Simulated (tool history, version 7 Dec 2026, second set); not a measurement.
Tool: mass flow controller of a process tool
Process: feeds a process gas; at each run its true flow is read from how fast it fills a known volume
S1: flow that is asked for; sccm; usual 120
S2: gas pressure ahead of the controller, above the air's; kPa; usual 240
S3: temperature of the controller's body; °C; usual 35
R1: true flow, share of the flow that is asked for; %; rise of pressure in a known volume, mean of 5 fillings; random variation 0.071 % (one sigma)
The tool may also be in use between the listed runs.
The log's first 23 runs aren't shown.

| run | hour | S1 | S2 | S3 | R1 |
|---|---|---|---|---|---|
| 24 | 2595.2 | 120 | 240 | 34 | 99.83 |
| 25 | 2681.4 | 98 | 167 | 36 | 99.52 |
| 26 | 2770.9 | 77 | 277 | 33 | 99.51 |
| 27 | 2878.7 | 120 | 212 | 27 | 98.75 |
| 28 | 3045.8 | 39 | 212 | 27 | 98.35 |
| 29 | 3136.6 | 51 | 212 | 27 | 98.33 |
| 30 | 3217.9 | 20 | 272 | 38 | 99.67 |
| 31 | 3352.7 | 29 | 214 | 20 | 97.36 |
| 32 | 3421.7 | 29 | 214 | 20 | 97.32 |
| 33 | 3497.1 | 29 | 207 | 23 | 97.69 |
| 34 | 3587.8 | 30 | 207 | 29 | 98.36 |
| 35 | 3721.6 | 30 | 207 | 36 | 99.02 |
|  | 3849.6 | gauge calibrated |
| 36 | 3872.4 | 76 | 231 | 21 | 99.06 |
| 37 | 3985.9 | 76 | 231 | 21 | 99.15 |
| 38 | 4125.1 | 76 | 231 | 21 | 99.10 |
| 39 | 4214.8 | 52 | 192 | 21 | 98.78 |
| 40 | 4294.6 | 88 | 192 | 21 | 98.81 |
| 41 | 4391.7 | 29 | 159 | 22 | 98.33 |
| 42 | 4537.8 | 39 | 196 | 36 | 100.20 |
| 43 | 4662.5 | 39 | 196 | 36 | 100.14 |
| 44 | 4817.9 | 43 | 240 | 24 | 98.87 |
| 45 | 4951.2 | 63 | 220 | 24 | 98.97 |
| 46 | 5102.1 | 63 | 220 | 24 | 98.82 |
| 47 | 5205.7 | 23 | 220 | 24 | 98.56 |
| 48 | 5371.9 | 44 | 159 | 24 | 98.24 |

Forecast each of these 3 alternatives for the next run:
| A | 5513.6 | 79 | 224 | 36 | ? |
| B | 5513.6 | 120 | 245 | 35 | ? |
| C | 5513.6 | 21 | 267 | 24 | ? |

| run | R1 |
|---|---|
| A | 100.01 |
| B | 100.22 |
| C | 98.73 |
Without the tool's hidden state the same runs would have given:
| run | R1 |
|---|---|
| A | 100.65 |
| B | 100.86 |
| C | 99.36 |
